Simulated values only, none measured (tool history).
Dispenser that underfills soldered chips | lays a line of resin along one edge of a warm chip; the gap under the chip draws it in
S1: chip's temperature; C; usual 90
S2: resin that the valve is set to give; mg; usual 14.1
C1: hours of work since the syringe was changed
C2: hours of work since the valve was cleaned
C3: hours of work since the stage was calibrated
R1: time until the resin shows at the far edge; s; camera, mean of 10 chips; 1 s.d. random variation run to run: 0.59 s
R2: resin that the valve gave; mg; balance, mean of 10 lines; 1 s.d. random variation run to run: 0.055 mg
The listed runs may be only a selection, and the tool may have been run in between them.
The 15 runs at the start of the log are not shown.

run   hour   S1    S2  C1  C2   C3     R1     R2
     103.0  -- new syringe of resin
 16  106.6   90  14.1   2  42  165   64.3  13.65
 17  110.8   89  14.1   5  45  168   82.9  13.66
     116.2  -- new syringe of resin
 18  116.5   89  14.1   0  48  171   55.4  13.66
     121.2  -- dispensing valve cleaned and set on the balance
 19  121.7  101  14.1   3   0  174   48.0  14.05
 20  128.5   79  16.7   7   5  178  131.2  16.79
     130.2  -- new syringe of resin
 21  136.5  104  14.1   4   9  183   48.7  14.02
 22  141.3   91  12.1   7  12  186   92.1  12.03
     143.6  -- new syringe of resin
 23  148.6   90  16.2   3  17  190   66.7  16.02
 24  154.1  103  14.5   7  20  194   63.6  14.37
     156.6  -- new syringe of resin
 25  160.5   92  14.5   2  24  197   60.6  14.31
 26  167.9   80  13.5   7  29  202  128.8  13.24
     169.9  -- new syringe of resin
 27  177.4   80  13.5   5  34  208  109.4  13.24
     183.0  -- new syringe of resin
 28  185.1   79  12.6   1  39  212   83.1  12.29
 29  195.0  105  15.1   7  45  219   65.9  14.62
     196.6  -- new syringe of resin
 30  201.4  105  15.1   3  49  222   44.7  14.50
     204.6  -- dispensing valve cleaned and set on the balance
 31  208.5  105  15.1   7   2  226   62.4  15.10
     210.6  -- new syringe of resin
 32  218.8  105  15.1   5   9  232   54.0  15.01
     223.9  -- new syringe of resin
 33  228.0  105  15.1   3  14  238   43.0  14.96
 34  236.1   89  12.0   8  19  243  108.7  11.83

Branching from run 34: 5 alternative next runs. What would each branch give?
     237.3  -- new syringe of resin
  A  243.4   95  14.6   4  24  247   ?   ?
     237.3  -- new syringe of resin
  B  243.4  102  12.8   4  24  247   ?   ?
     237.3  -- new syringe of resin
  C  243.4   78  15.0   4  24  247   ?   ?
     237.3  -- new syringe of resin
  D  243.4   98  14.1   4  24  247   ?   ?
     237.3  -- new syringe of resin
  E  243.4   90  17.4   4  24  247   ?   ?

run     R1     R2
  A   62.9  14.36
  B   52.1  12.54
  C  102.7  14.80
  D   58.3  13.85
  E   71.2  17.15
With no hidden state in the tool, these same runs would have given:
run    R1     R2
  A  44.9  14.60
  B  37.3  12.75
  C  73.3  15.04
  D  41.8  14.08
  E  50.8  17.43
